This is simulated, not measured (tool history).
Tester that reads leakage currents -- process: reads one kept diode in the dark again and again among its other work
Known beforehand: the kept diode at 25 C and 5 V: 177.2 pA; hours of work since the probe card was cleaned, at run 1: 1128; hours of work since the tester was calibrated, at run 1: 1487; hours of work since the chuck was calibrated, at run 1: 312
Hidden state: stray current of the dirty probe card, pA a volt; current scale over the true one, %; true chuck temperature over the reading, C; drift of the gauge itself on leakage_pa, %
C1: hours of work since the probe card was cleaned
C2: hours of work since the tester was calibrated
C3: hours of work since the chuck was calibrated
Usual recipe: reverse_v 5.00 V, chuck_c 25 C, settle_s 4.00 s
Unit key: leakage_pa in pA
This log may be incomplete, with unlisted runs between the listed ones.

Run 1, hour 0.0: usual settings; C1 1128; C2 1487; C3 312. Result: leakage_pa 190.32 pA.
Run 2, hour 69.1: usual settings; C1 1163; C2 1522; C3 347. Result: leakage_pa 192.07 pA.
Run 3, hour 133.4: usual settings; C1 1195; C2 1555; C3 379. Result: leakage_pa 192.16 pA.
Run 4, hour 225.9: usual settings but settle_s 1.07 s; C1 1242; C2 1602; C3 426. Result: leakage_pa 196.71 pA.
Run 5, hour 322.8: usual settings but settle_s 3.69 s; C1 1291; C2 1650; C3 475. Result: leakage_pa 197.52 pA.
Run 6, hour 449.6: usual settings; C1 1355; C2 1715; C3 539. Result: leakage_pa 198.89 pA.
Run 7, hour 516.2: usual settings; C1 1389; C2 1748; C3 573. Result: leakage_pa 200.56 pA.
Run 8, hour 634.3: usual settings but settle_s 2.42 s; C1 1448; C2 1808; C3 632. Result: leakage_pa 203.63 pA.
Run 9, hour 748.0: usual settings but chuck_c 24 C; C1 1506; C2 1865; C3 690. Result: leakage_pa 189.95 pA.
Run 10, hour 837.3: usual settings but chuck_c 24 C, settle_s 1.05 s; C1 1551; C2 1910; C3 735. Result: leakage_pa 194.23 pA.
At hour 940.9: chuck's temperature calibrated.
Run 11, hour 966.0: usual settings but reverse_v 13.40 V; C1 1615; C2 1974; C3 13. Result: leakage_pa 288.65 pA.
Run 12, hour 1081.7: usual settings but reverse_v 13.40 V, chuck_c 26 C; C1 1673; C2 2033; C3 71. Result: leakage_pa 314.81 pA.
Run 13, hour 1207.7: usual settings but reverse_v 13.40 V, chuck_c 26 C; C1 1737; C2 2097; C3 135. Result: leakage_pa 319.07 pA.
Run 14, hour 1345.0: usual settings; C1 1806; C2 2166; C3 204. Result: leakage_pa 187.43 pA.
Run 15, hour 1459.5: usual settings but reverse_v 5.84 V; C1 1864; C2 2224; C3 262. Result: leakage_pa 204.65 pA.
Run 16, hour 1584.2: usual settings but reverse_v 5.84 V; C1 1927; C2 2287; C3 325. Result: leakage_pa 205.98 pA.
Run 17, hour 1685.7: usual settings but reverse_v 5.84 V; C1 1979; C2 2338; C3 376. Result: leakage_pa 209.55 pA.
Run 18, hour 1813.7: usual settings; C1 2043; C2 2403; C3 441. Result: leakage_pa 196.73 pA.
Run 19, hour 1956.5: usual settings; C1 2115; C2 2475; C3 513. Result: leakage_pa 198.79 pA.
Run 20, hour 2051.6: usual settings but reverse_v 15.57 V, chuck_c 39 C, settle_s 0.32 s; C1 2163; C2 2523; C3 561. Result: leakage_pa 971.38 pA.
Run 21, hour 2193.3: usual settings but reverse_v 15.57 V, chuck_c 39 C, settle_s 0.32 s; C1 2235; C2 2594; C3 633. Result: leakage_pa 985.59 pA.
Run 22, hour 2288.3: usual settings but reverse_v 15.57 V, chuck_c 59 C, settle_s 7.64 s; C1 2283; C2 2642; C3 681. Result: leakage_pa 3602.61 pA.
Run 23, hour 2351.1: usual settings but reverse_v 15.57 V, chuck_c 59 C, settle_s 7.64 s; C1 2315; C2 2674; C3 712. Result: leakage_pa 3609.85 pA.
Run 24, hour 2492.6: usual settings but reverse_v 15.57 V, chuck_c 59 C, settle_s 7.64 s; C1 2386; C2 2746; C3 784. Result: leakage_pa 3653.22 pA.
At hour 2500.5: chuck's temperature calibrated.
Run 25, hour 2639.0: usual settings but reverse_v 1.63 V, settle_s 7.56 s; C1 2459; C2 2819; C3 70. Result: leakage_pa 105.05 pA.
Run 26, hour 2727.8: usual settings but reverse_v 11.86 V, chuck_c 24 C; C1 2504; C2 2863; C3 115. Result: leakage_pa 258.98 pA.
Run 27, hour 2826.3: usual settings but reverse_v 11.86 V, settle_s 0.56 s; C1 2554; C2 2913; C3 165. Result: leakage_pa 285.38 pA.
At hour 2897.6: tester calibrated.
Run 28, hour 2947.4: usual settings but reverse_v 11.86 V, settle_s 0.56 s; C1 2614; C2 25; C3 225. Result: leakage_pa 296.30 pA.
Run 29, hour 3051.1: usual settings but reverse_v 1.04 V, chuck_c 26 C, settle_s 1.68 s; C1 2666; C2 78; C3 277. Result: leakage_pa 97.37 pA.
Run 30, hour 3163.9: usual settings but reverse_v 2.39 V, chuck_c 47 C, settle_s 1.17 s; C1 2723; C2 135; C3 334. Result: leakage_pa 653.49 pA.
Run 31, hour 3281.2: usual settings but reverse_v 2.39 V, chuck_c 47 C, settle_s 1.17 s; C1 2783; C2 194; C3 393. Result: leakage_pa 664.82 pA.
Run 32, hour 3344.2: usual settings but reverse_v 1.92 V; C1 2814; C2 226; C3 425. Result: leakage_pa 124.52 pA.
Run 33, hour 3465.8: usual settings but reverse_v 7.09 V; C1 2876; C2 287; C3 487. Result: leakage_pa 239.36 pA.
Run 34, hour 3554.6: usual settings but reverse_v 7.09 V, chuck_c 28 C, settle_s 3.96 s; C1 2921; C2 332; C3 532. Result: leakage_pa 301.12 pA.
Run 35, hour 3647.9: usual settings but reverse_v 1.38 V, chuck_c 26 C, settle_s 0.59 s; C1 2968; C2 379; C3 579. Result: leakage_pa 119.25 pA.
Run 36, hour 3742.3: usual settings but reverse_v 1.38 V, chuck_c 26 C, settle_s 0.59 s; C1 3016; C2 427; C3 626. Result: leakage_pa 119.86 pA.
Run 37, hour 3830.8: usual settings but reverse_v 4.91 V, chuck_c 56 C, settle_s 0.49 s; C1 3060; C2 471; C3 671. Result: leakage_pa 1740.28 pA.
Run 38, hour 3965.8: usual settings but reverse_v 17.86 V, chuck_c 58 C, settle_s 1.77 s; C1 3128; C2 540; C3 739. Result: leakage_pa 3698.25 pA.

Measured less the same run without the tool's hidden state. The same run-to-run variation is in both; the gauge's scatter may not be:
run  leakage_pa
  1      +12.88
  2      +14.25
  3      +15.46
  4      +17.39
  5      +19.37
  6      +21.81
  7      +23.17
  8      +25.81
  9      +26.25
 10      +28.28
 11       +5.75
 12       +9.79
 13      +14.13
 14       +9.53
 15      +12.83
 16      +15.24
 17      +17.59
 18      +18.73
 19      +21.44
 20      +97.36
 21     +110.05
 22     +359.08
 23     +376.30
 24     +417.88
 25       +0.82
 26      +10.41
 27      +12.85
 28      +23.33
 29       +6.43
 30      +40.72
 31      +47.55
 32      +12.05
 33      +28.71
 34      +36.30
 35      +14.28
 36      +15.34
 37     +187.11
 38     +436.02
